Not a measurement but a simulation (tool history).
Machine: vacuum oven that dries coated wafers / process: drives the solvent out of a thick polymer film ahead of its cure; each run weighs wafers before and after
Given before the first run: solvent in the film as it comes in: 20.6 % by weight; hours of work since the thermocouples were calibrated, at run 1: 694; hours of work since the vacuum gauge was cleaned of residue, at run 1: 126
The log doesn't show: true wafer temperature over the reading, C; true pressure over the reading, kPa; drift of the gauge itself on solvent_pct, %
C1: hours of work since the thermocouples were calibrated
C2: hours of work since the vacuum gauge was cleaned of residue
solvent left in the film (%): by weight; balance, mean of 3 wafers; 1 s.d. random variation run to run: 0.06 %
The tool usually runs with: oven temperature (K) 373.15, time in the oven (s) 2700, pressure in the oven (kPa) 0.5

Run 1, hour 0: usual settings; C1 694; C2 126. Result: solvent left in the film (%) 2.8.
Run 2, hour 53.1: usual settings; C1 721; C2 153. Result: solvent left in the film (%) 2.8.
Run 3, hour 120.5: usual settings but pressure in the oven (kPa) 0.801; C1 755; C2 187. Result: solvent left in the film (%) 2.93.
Run 4, hour 165: usual settings; C1 778; C2 210. Result: solvent left in the film (%) 2.85.
Run 5, hour 219.3: usual settings; C1 805; C2 237. Result: solvent left in the film (%) 2.84.
Run 6, hour 298.4: usual settings but oven temperature (K) 377.15, pressure in the oven (kPa) 0.449; C1 845; C2 278. Result: solvent left in the film (%) 1.93.
Run 7, hour 369.1: usual settings but oven temperature (K) 381.15, pressure in the oven (kPa) 0.253; C1 881; C2 313. Result: solvent left in the film (%) 1.23.
At hour 377.6: vacuum gauge cleaned of residue and calibrated.
Run 8, hour 436.1: usual settings but oven temperature (K) 370.15, time in the oven (s) 2820; C1 915; C2 30. Result: solvent left in the film (%) 3.29.
Run 9, hour 473.7: usual settings but oven temperature (K) 364.15, time in the oven (s) 1320, pressure in the oven (kPa) 0.777; C1 934; C2 49. Result: solvent left in the film (%) 9.44.
Run 10, hour 526: usual settings but oven temperature (K) 378.15, time in the oven (s) 3780, pressure in the oven (kPa) 0.607; C1 960; C2 75. Result: solvent left in the film (%) 0.67.

5 options for the next run, each taken on its own from the tool as it stands now. Forecast them:
At hour 545.4: vacuum gauge cleaned of residue and calibrated, once more.
Run A, hour 571.5: usual settings but oven temperature (K) 387.15, time in the oven (s) 3780, pressure in the oven (kPa) 1.93; C1 983; C2 13. Result: solvent left in the film (%) ?.
At hour 545.4: vacuum gauge cleaned of residue and calibrated, once more.
Run B, hour 571.5: usual settings but oven temperature (K) 378.15, time in the oven (s) 3480, pressure in the oven (kPa) 0.576; C1 983; C2 13. Result: solvent left in the film (%) ?.
At hour 545.4: vacuum gauge cleaned of residue and calibrated, once more.
Run C, hour 571.5: usual settings but oven temperature (K) 364.15, time in the oven (s) 1740, pressure in the oven (kPa) 0.688; C1 983; C2 13. Result: solvent left in the film (%) ?.
At hour 545.4: vacuum gauge cleaned of residue and calibrated, once more.
Run D, hour 571.5: usual settings but oven temperature (K) 378.15, time in the oven (s) 3300, pressure in the oven (kPa) 0.648; C1 983; C2 13. Result: solvent left in the film (%) ?.
At hour 545.4: vacuum gauge cleaned of residue and calibrated, once more.
Run E, hour 571.5: usual settings but oven temperature (K) 362.15, time in the oven (s) 3600; C1 983; C2 13. Result: solvent left in the film (%) ?.

run  solvent left in the film (%)
  A                           0.3
  B                          0.92
  C                           7.9
  D                          1.07
  E                          4.14
Without the tool's unlogged condition, the same runs would have read:
run  solvent left in the film (%)
  A                           0.4
  B                          1.25
  C                          8.67
  D                          1.44
  E                          4.91

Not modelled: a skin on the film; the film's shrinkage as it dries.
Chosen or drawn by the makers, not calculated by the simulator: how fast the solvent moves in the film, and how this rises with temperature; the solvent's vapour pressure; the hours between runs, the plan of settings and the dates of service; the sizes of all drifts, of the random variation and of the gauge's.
